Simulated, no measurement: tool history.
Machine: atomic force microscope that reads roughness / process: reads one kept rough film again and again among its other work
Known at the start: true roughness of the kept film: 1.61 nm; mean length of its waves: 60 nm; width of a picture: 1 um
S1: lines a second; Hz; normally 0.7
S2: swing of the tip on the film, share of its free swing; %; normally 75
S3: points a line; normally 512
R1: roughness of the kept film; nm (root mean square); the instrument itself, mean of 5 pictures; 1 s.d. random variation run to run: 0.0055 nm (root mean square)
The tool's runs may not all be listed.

run    hour     S1  S2   S3     R1
  1       0    0.7  75  512  1.548
  2    26.9    0.7  75  383  1.536
  3    73.8    0.7  75  383   1.51
       89.8  -- new tip fitted
  4   103.4    0.7  75  383  1.542
  5   136.3    0.7  59  512  1.564
  6   167.9    0.7  59  512  1.551
      180.6  -- new tip fitted
  7   199.2    0.7  59  512  1.578
  8   226.2    0.7  75  512   1.53
  9   264.4  2.486  75  512  1.383
      273.7  -- new tip fitted
 10     302  0.531  75  512  1.556
 11   331.8  0.531  75  512  1.526
 12   353.5    0.7  75  512  1.506
      367.2  -- new tip fitted
 13   401.3    0.7  75  512  1.531
 14   436.6    0.7  75  512  1.519
      459.7  -- new tip fitted
 15   466.1    0.7  75  512   1.55
 16   496.6    0.7  75  512  1.541
 17   525.5    0.7  75  512   1.52
 18   545.6    0.7  75  512   1.52
      552.7  -- new tip fitted
 19     577    0.7  75  512  1.551
 20   621.9    0.7  75  512  1.513
      644.3  -- new tip fitted
 21     648    0.7  75  512  1.551
 22   693.9    0.7  75  512  1.526
 23   724.5    0.7  75  512  1.509
      737.4  -- new tip fitted
 24   771.7    0.7  75  512  1.541
 25   813.9    0.7  75  830  1.516
      828.4  -- new tip fitted
 26   854.6    0.7  75  830  1.539
 27   886.7    0.7  61  512  1.557
      920.4  -- new tip fitted
 28   933.6  3.212  83  327  1.288
 29   981.2    0.7  58  992  1.564
     1013.3  -- new tip fitted
 30  1019.1  2.392  70  581   1.48
 31  1060.7  2.392  70  581  1.455
     1104.2  -- new tip fitted
 32  1104.4  2.392  70  581   1.47
 33  1148.7  2.392  70  581  1.455
 34  1168.2    0.7  66  352  1.545
     1195.4  -- new tip fitted
 35  1204.2  2.064  81  434  1.408
 36  1251.8  1.245  75  288  1.489
 37  1271.6  1.245  85  288  1.423
     1286.4  -- new tip fitted
 38  1306.9  1.245  85  288  1.455
 39    1327  1.245  85  288  1.452
 40  1355.4  1.245  85  288  1.425
     1378.2  -- new tip fitted
 41  1387.3  1.245  85  288  1.455
 42  1425.6    0.7  73  512  1.543
     1471.1  -- new tip fitted
 43  1472.6  3.659  79  512  1.304
 44  1511.3    0.7  75  793  1.548
 45  1559.2  1.301  89  355   1.39
       1564  -- new tip fitted
 46  1599.7  3.013  64  287  1.483
 47  1646.1  3.013  64  287  1.456
     1657.4  -- new tip fitted
 48  1671.9  3.013  64  287  1.494
 49  1698.9  3.013  64  287   1.48
 50  1723.5  3.013  64  287  1.469
     1750.1  -- new tip fitted
 51  1763.9    0.7  83  280  1.532
 52  1804.4  1.646  75  512  1.477

Had the tool no unlogged condition, and each run kept its random variation, what would the results have been?
Hidden state at play: radius of the tip, nm; height scale over the true one, %; drift of the gauge itself on roughness_nm, %.
run     R1
  1  1.533
  2  1.534
  3  1.533
  4  1.531
  5   1.57
  6  1.572
  7  1.569
  8  1.534
  9  1.404
 10   1.55
 11  1.536
 12  1.526
 13  1.527
 14  1.534
 15  1.531
 16  1.538
 17   1.53
 18   1.54
 19  1.538
 20  1.525
 21  1.528
 22  1.527
 23  1.525
 24  1.536
 25  1.531
 26  1.527
 27  1.559
 28   1.27
 29  1.566
 30  1.454
 31  1.449
 32  1.441
 33  1.448
 34  1.547
 35  1.383
 36  1.486
 37  1.428
 38  1.435
 39  1.442
 40  1.428
 41  1.426
 42   1.53
 43  1.275
 44  1.533
 45  1.396
 46  1.467
 47  1.463
 48  1.465
 49  1.464
 50  1.465
 51  1.502
 52  1.466
